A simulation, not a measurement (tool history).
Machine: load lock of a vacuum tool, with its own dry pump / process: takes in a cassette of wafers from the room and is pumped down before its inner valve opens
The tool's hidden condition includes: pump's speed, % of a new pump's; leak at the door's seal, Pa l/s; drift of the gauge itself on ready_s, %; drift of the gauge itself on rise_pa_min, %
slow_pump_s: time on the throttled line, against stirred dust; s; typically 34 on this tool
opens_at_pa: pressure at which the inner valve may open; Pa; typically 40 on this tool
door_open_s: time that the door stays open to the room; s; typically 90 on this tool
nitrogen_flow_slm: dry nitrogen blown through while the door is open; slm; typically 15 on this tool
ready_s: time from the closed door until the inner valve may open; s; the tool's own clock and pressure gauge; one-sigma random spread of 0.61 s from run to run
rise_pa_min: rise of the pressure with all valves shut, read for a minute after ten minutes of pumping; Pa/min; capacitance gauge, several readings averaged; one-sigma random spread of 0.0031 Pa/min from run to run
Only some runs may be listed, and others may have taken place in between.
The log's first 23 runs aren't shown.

run     hour  slow_pump_s  opens_at_pa  door_open_s  nitrogen_flow_slm  hours that the pump has run since its overhaul  times that the door has closed on its seal  incoming humidity of the room's air, %  ready_s  rise_pa_min
 24   7313.9           29           40           31                  6                                            8383                                       27117                                    43.7     91.3        0.515
 25   7561.8           29           40           31                  6                                            8631                                       28269                                    44.6     91.3        0.559
 26   7950.7           34           30           90                 15                                            9020                                       30077                                    43.6     96.4        0.622
 27   8371.6           34           30           90                 15                                            9441                                       32032                                    45.1     98.3        0.681
      8477.9  -- door's seal changed, seat wiped
 28   8679.7           39           51           90                 15                                            9747                                         938                                    44.7     97.0        0.078
 29   9023.2           33           51          105                 15                                           10091                                        2534                                    46.0     91.8        0.097
 30   9305.4           33           51          105                 15                                           10373                                        3845                                    44.6     93.0        0.111
 31   9516.6           33           51          105                 15                                           10584                                        4826                                    43.4     93.1        0.112
 32   9831.7           19           40          105                 15                                           10899                                        6291                                    43.8     85.3        0.135
 33  10008.2           51           31          138                 15                                           11076                                        7111                                    43.9    108.0        0.152
 34  10386.6           34           40           90                 19                                           11454                                        8869                                    45.0     95.6        0.159
 35  10622.6           34           40           90                 19                                           11690                                        9966                                    41.5     96.6        0.158
 36  10829.4           29           40           90                 19                                           11897                                       10927                                    49.0     93.5        0.186
 37  11089.4           29           37           66                 19                                           12157                                       12135                                    45.6     94.7        0.189
 38  11372.1           34           43           26                 15                                           12440                                       13449                                    47.2     97.0        0.196

Predict each of these 3 candidate next runs independently; none follows another, all start after run 38:
  A  11753.6           34           44           68                 10                                           12821                                       15222                                    47.1        ?            ?
  B  11753.6           34           41           44                 15                                           12821                                       15222                                    47.2        ?            ?
  C  11753.6           34           74          234                 15                                           12821                                       15222                                    45.6        ?            ?

run  ready_s  rise_pa_min
  A     96.4        0.264
  B     97.9        0.245
  C     91.8        0.295
What these runs would have given with no unlogged condition in the tool:
run  ready_s  rise_pa_min
  A     87.4        0.075
  B     88.8        0.059
  C     83.5        0.112
